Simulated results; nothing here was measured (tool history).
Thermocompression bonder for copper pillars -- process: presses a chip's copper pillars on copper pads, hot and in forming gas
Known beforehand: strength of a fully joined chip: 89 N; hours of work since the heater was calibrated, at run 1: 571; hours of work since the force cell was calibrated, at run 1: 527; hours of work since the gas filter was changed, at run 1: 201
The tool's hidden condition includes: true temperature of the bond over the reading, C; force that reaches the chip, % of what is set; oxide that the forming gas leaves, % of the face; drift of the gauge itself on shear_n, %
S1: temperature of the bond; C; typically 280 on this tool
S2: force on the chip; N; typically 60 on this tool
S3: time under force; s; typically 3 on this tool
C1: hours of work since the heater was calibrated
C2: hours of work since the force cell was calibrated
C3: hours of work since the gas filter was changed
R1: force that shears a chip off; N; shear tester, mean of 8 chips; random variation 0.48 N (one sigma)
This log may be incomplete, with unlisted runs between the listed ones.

run	hour	S1	S2	S3	C1	C2	C3	R1
1	0	280	60	3	571	527	201	52
2	15.2	280	60	3	581	537	211	53
3	27.4	280	60	2	589	545	220	46.5
4	38.3	280	60	2	597	553	227	45.7
5	51.9	280	60	3	606	562	236	53.3
6	74.8	280	60	3	621	578	252	53.1
7	96.3	280	60	3	636	592	266	52.7
# hour 103.7: forming gas filter changed
8	111.1	280	60	3	646	602	5	54.1
9	128.2	280	60	3	657	614	17	54
10	148.1	280	60	8	671	627	30	69.8
11	167.3	280	77	3	684	640	43	60.5
12	178.6	280	77	3	692	648	51	60.6
13	192.3	280	60	3	701	657	60	53.3
14	213.9	280	60	3	716	672	75	53.7
15	232.7	280	60	5	728	685	88	60.7
16	245.1	280	88	3	737	693	96	63.4
17	266.8	280	60	3	751	708	111	53.4
18	279.3	280	60	3	760	716	119	53.3
19	292.6	280	60	3	769	725	128	53.2
20	306.5	280	60	3	778	735	138	52.5
21	329.5	270	60	8	794	750	153	63.5
22	344.9	285	43	2	805	761	164	40.3
23	359	256	60	2	814	770	173	37
24	380.7	255	60	5	829	785	188	49.5
25	402.1	255	60	5	843	800	203	49.9
26	419.9	260	85	4	855	812	215	56.2
# hour 425.6: force cell calibrated
27	440.9	283	61	3	869	10	228	56.3
28	464	257	89	8	884	26	244	69.2
29	485.8	295	37	2	899	41	259	41.8
# hour 504.2: forming gas filter changed
30	507.2	295	43	2	913	55	2	46.5
31	519.7	295	52	3	922	64	10	57.7
32	529.6	295	52	3	929	70	17	58.2
33	547.1	254	38	5	941	82	29	40.5
34	558.5	266	60	2	948	90	37	43
35	572.7	266	60	2	958	100	47	43
36	595	256	86	2	973	115	62	47.2
37	610.7	256	46	4	984	125	72	43.1
38	622.9	256	46	4	992	134	81	42.7
39	640.4	280	72	3	1004	146	93	59.4

Hidden state or all else? Some run-to-run changes of R1, split into what the settings, what came in and random variation would give without the hidden state, and what is left for the hidden state (with any gauge scatter that isn't in both results):
Run 7 -> 8: forming gas filter changed. R1 +1.4 N: hidden state +2.1, all else -0.7.
Run 21 -> 22: S1 270 -> 285, S2 60 -> 43, S3 8 -> 2. R1 -23.2 N: hidden state +0.5, all else -23.7.
Run 26 -> 27: S1 260 -> 283, S2 85 -> 61, S3 4 -> 3, force cell calibrated. R1 +0.1 N: hidden state +2.5, all else -2.4.
Run 28 -> 29: S1 257 -> 295, S2 89 -> 37, S3 8 -> 2. R1 -27.4 N: hidden state +0.9, all else -28.3.
Run 29 -> 30: S2 37 -> 43, forming gas filter changed. R1 +4.7 N: hidden state +1.5, all else +3.2.
Run 32 -> 33: S1 295 -> 254, S2 52 -> 38, S3 3 -> 5. R1 -17.7 N: hidden state -0.1, all else -17.6.

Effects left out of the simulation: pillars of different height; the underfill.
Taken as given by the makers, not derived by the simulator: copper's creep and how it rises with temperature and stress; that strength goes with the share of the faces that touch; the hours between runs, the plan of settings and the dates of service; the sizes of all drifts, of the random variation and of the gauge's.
